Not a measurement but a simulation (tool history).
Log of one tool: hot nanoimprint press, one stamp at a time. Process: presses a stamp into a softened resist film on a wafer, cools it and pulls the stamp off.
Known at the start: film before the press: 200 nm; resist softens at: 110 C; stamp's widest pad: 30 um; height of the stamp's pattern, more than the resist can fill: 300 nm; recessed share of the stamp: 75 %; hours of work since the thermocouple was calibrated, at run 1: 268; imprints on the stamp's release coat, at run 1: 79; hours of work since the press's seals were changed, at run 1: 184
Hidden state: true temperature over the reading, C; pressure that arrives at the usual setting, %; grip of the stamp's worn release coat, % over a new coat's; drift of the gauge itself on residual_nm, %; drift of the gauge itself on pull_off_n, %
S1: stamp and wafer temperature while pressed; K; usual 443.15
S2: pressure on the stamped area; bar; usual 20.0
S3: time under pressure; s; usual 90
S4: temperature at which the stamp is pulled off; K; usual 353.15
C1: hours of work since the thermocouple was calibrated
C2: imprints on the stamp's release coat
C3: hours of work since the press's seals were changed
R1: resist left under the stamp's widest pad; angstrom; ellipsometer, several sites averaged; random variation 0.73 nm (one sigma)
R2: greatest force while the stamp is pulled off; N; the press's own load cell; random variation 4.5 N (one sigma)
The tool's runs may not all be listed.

run,hour,S1,S2,S3,S4,C1,C2,C3,R1,R2
1,0.0,443.15,20.0,90,353.15,268,79,184,1067,220
2,67.3,443.15,20.0,90,346.15,320,359,235,1074,268
3,106.3,443.15,20.0,90,346.15,349,521,265,1046,286
4,179.2,443.15,20.0,90,346.15,405,825,321,1022,294
5,245.2,433.15,20.0,90,353.15,456,1100,371,1591,260
6,292.8,443.15,20.0,90,353.15,492,1297,408,1011,263
7,326.2,443.15,20.0,90,353.15,517,1437,433,1020,264
# hour 360.5: plate thermocouple calibrated
8,362.5,443.15,20.0,90,353.15,2,1575,459,987,276
# hour 435.9: stamp cleaned and given a new release coat
9,444.6,452.15,20.0,90,353.15,60,36,517,611,210
10,478.7,452.15,20.0,90,353.15,86,178,543,610,210
11,541.2,443.15,24.9,90,353.15,134,438,591,879,230
# hour 597.5: press's hydraulic seals changed and the load cell set to zero
12,603.4,443.15,24.9,90,353.15,175,664,5,841,222
13,660.3,443.15,24.9,90,353.15,219,901,48,828,239
14,696.3,443.15,24.9,90,357.15,246,1051,76,837,216
# hour 736.5: plate thermocouple calibrated, once more
15,763.9,443.15,17.9,90,353.15,21,1319,125,1148,274
16,810.0,436.15,17.9,105,356.15,56,1511,160,1483,255
17,862.7,436.15,17.9,153,339.15,96,1730,200,1355,384
# hour 898.1: stamp cleaned and given a new release coat
18,925.6,436.15,17.9,153,339.15,140,115,244,1341,300
19,995.8,443.15,14.7,103,347.15,194,407,298,1156,268
20,1076.1,447.15,14.7,102,353.15,255,741,359,938,245
21,1131.8,447.15,14.8,102,353.15,298,973,402,917,253
22,1214.0,448.15,22.6,53,353.15,360,1315,464,915,251
23,1274.1,448.15,22.6,53,353.15,406,1565,510,909,266
24,1337.9,452.15,22.6,53,356.15,455,1831,559,728,253
# hour 1353.2: stamp cleaned and given a new release coat
25,1409.6,447.15,22.6,90,357.15,505,234,609,776,194
# hour 1439.3: press's hydraulic seals changed and the load cell set to zero
# hour 1466.0: plate thermocouple calibrated
26,1472.7,437.15,12.2,61,353.15,5,451,23,1721,239
27,1515.3,439.15,24.6,116,353.15,38,628,56,1147,246
28,1581.5,439.15,18.0,90,347.15,88,904,106,1368,290
29,1649.2,448.15,21.0,90,347.15,140,1186,158,815,303
30,1723.8,455.15,25.6,83,353.15,197,1496,215,521,285

The same runs without the tool's hidden state, with the same run-to-run variation:
run,R1,R2
1,1105,221
2,1123,257
3,1100,268
4,1088,263
5,1662,226
6,1093,222
7,1108,219
8,1101,228
9,689,223
10,690,219
11,1006,230
12,996,215
13,988,224
14,1002,199
15,1154,221
16,1497,201
17,1379,294
18,1374,297
19,1196,254
20,984,223
21,969,222
22,969,211
23,971,216
24,784,199
25,849,198
26,1718,220
27,1148,221
28,1379,250
29,830,251
30,534,227
